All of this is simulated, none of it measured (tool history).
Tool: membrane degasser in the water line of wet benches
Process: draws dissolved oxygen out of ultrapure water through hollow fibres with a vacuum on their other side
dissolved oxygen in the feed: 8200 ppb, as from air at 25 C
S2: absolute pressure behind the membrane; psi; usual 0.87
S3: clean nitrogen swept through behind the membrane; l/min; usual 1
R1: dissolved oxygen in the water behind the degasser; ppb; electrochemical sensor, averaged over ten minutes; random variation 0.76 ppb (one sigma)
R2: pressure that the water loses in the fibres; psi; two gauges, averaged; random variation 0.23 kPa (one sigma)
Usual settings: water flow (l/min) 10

{"run": 1, "hour": 0.0, "water flow (l/min)": 10, "S2": 0.87, "S3": 1, "R1": 76.5, "R2": 8.533}
{"run": 2, "hour": 53.6, "water flow (l/min)": 10, "S2": 0.87, "S3": 1, "R1": 75.2, "R2": 8.476}
{"run": 3, "hour": 80.5, "water flow (l/min)": 10, "S2": 0.87, "S3": 1, "R1": 76.5, "R2": 8.505}
{"run": 4, "hour": 120.8, "water flow (l/min)": 11, "S2": 0.87, "S3": 1, "R1": 84.8, "R2": 9.374}
{"run": 5, "hour": 171.7, "water flow (l/min)": 11, "S2": 0.87, "S3": 1, "R1": 84.5, "R2": 9.342}
{"run": 6, "hour": 210.0, "water flow (l/min)": 10, "S2": 0.87, "S3": 1, "R1": 75.3, "R2": 8.511}
{"run": 7, "hour": 252.4, "water flow (l/min)": 10, "S2": 0.87, "S3": 1, "R1": 75.7, "R2": 8.534}
{"run": 8, "hour": 315.0, "water flow (l/min)": 10, "S2": 0.87, "S3": 1, "R1": 74.1, "R2": 8.541}
{"run": 9, "hour": 358.3, "water flow (l/min)": 10, "S2": 0.87, "S3": 1, "R1": 74.4, "R2": 8.502}
{"run": 10, "hour": 398.6, "water flow (l/min)": 10, "S2": 0.87, "S3": 2.03, "R1": 41.7, "R2": 8.538}
{"run": 11, "hour": 439.0, "water flow (l/min)": 10, "S2": 0.87, "S3": 2.03, "R1": 41.7, "R2": 8.505}
{"run": 12, "hour": 482.3, "water flow (l/min)": 11, "S2": 0.87, "S3": 1, "R1": 85.6, "R2": 9.403}
{"run": 13, "hour": 548.1, "water flow (l/min)": 10, "S2": 0.87, "S3": 2.45, "R1": 35.8, "R2": 8.461}
{"run": 14, "hour": 599.6, "water flow (l/min)": 10, "S2": 1.315, "S3": 1, "R1": 149.9, "R2": 8.498}
{"run": 15, "hour": 636.0, "water flow (l/min)": 10, "S2": 1.315, "S3": 1, "R1": 146.9, "R2": 8.464}
{"run": 16, "hour": 673.7, "water flow (l/min)": 10, "S2": 1.315, "S3": 1, "R1": 145.6, "R2": 8.485}
{"run": 17, "hour": 734.8, "water flow (l/min)": 10, "S2": 1.324, "S3": 1, "R1": 151.1, "R2": 8.482}
{"run": 18, "hour": 796.4, "water flow (l/min)": 10, "S2": 0.805, "S3": 1.21, "R1": 55.9, "R2": 8.477}
{"run": 19, "hour": 846.8, "water flow (l/min)": 10, "S2": 0.805, "S3": 1.21, "R1": 55.5, "R2": 8.522}
{"run": 20, "hour": 873.3, "water flow (l/min)": 10, "S2": 0.805, "S3": 1.21, "R1": 55.9, "R2": 8.504}
{"run": 21, "hour": 936.8, "water flow (l/min)": 10, "S2": 0.576, "S3": 0.96, "R1": 29.1, "R2": 8.56}
{"run": 22, "hour": 982.1, "water flow (l/min)": 10, "S2": 2.009, "S3": 1.6, "R1": 170.9, "R2": 8.533}
{"run": 23, "hour": 1019.2, "water flow (l/min)": 10, "S2": 2.009, "S3": 1.6, "R1": 172.6, "R2": 8.535}
{"run": 24, "hour": 1065.7, "water flow (l/min)": 10, "S2": 2.009, "S3": 1.6, "R1": 167.8, "R2": 8.572}
{"run": 25, "hour": 1114.8, "water flow (l/min)": 7, "S2": 1.836, "S3": 0.64, "R1": 251.3, "R2": 5.98}
{"run": 26, "hour": 1157.0, "water flow (l/min)": 7, "S2": 1.836, "S3": 0.64, "R1": 250.3, "R2": 5.967}
{"run": 27, "hour": 1198.5, "water flow (l/min)": 7, "S2": 1.836, "S3": 0.64, "R1": 252.7, "R2": 5.965}
{"run": 28, "hour": 1262.3, "water flow (l/min)": 7, "S2": 1.836, "S3": 0.64, "R1": 253.6, "R2": 6}
{"run": 29, "hour": 1306.7, "water flow (l/min)": 12, "S2": 1.015, "S3": 0.4, "R1": 263.1, "R2": 10.253}
{"run": 30, "hour": 1357.5, "water flow (l/min)": 10, "S2": 0.87, "S3": 1.48, "R1": 54.6, "R2": 8.546}
{"run": 31, "hour": 1423.0, "water flow (l/min)": 10, "S2": 0.87, "S3": 1.48, "R1": 55.2, "R2": 8.551}
{"run": 32, "hour": 1476.8, "water flow (l/min)": 10, "S2": 0.87, "S3": 1.48, "R1": 54.7, "R2": 8.533}
{"run": 33, "hour": 1521.3, "water flow (l/min)": 14, "S2": 0.86, "S3": 2.26, "R1": 63.6, "R2": 11.932}

Measured less the same run without the tool's hidden state. The same run-to-run variation is in both; the gauge's scatter may not be:
The hidden state here: membrane still open, %; true pressure behind the membrane over the reading, kPa; air that leaks in behind the membrane, l/min; drift of the gauge itself on oxygen_ppb, %; drift of the gauge itself on loss_of_pressure_kpa, %.
run=1 R1=+5.4 R2=+0.075
run=2 R1=+5.4 R2=+0.075
run=3 R1=+5.5 R2=+0.077
run=4 R1=+6 R2=+0.086
run=5 R1=+6.1 R2=+0.088
run=6 R1=+5.6 R2=+0.081
run=7 R1=+5.7 R2=+0.084
run=8 R1=+5.8 R2=+0.086
run=9 R1=+5.9 R2=+0.087
run=10 R1=+3.4 R2=+0.088
run=11 R1=+3.5 R2=+0.091
run=12 R1=+6.7 R2=+0.1
run=13 R1=+3 R2=+0.093
run=14 R1=+7.7 R2=+0.096
run=15 R1=+7.6 R2=+0.096
run=16 R1=+7.7 R2=+0.099
run=17 R1=+8 R2=+0.1
run=18 R1=+5.5 R2=+0.102
run=19 R1=+5.5 R2=+0.103
run=20 R1=+5.6 R2=+0.104
run=21 R1=+6.2 R2=+0.107
run=22 R1=+7.4 R2=+0.109
run=23 R1=+7.5 R2=+0.11
run=24 R1=+7.4 R2=+0.112
run=25 R1=+12.6 R2=+0.08
run=26 R1=+12.7 R2=+0.081
run=27 R1=+12.9 R2=+0.081
run=28 R1=+13.1 R2=+0.083
run=29 R1=+17 R2=+0.145
run=30 R1=+5.5 R2=+0.122
run=31 R1=+5.7 R2=+0.125
run=32 R1=+5.7 R2=+0.126
run=33 R1=+6.2 R2=+0.178

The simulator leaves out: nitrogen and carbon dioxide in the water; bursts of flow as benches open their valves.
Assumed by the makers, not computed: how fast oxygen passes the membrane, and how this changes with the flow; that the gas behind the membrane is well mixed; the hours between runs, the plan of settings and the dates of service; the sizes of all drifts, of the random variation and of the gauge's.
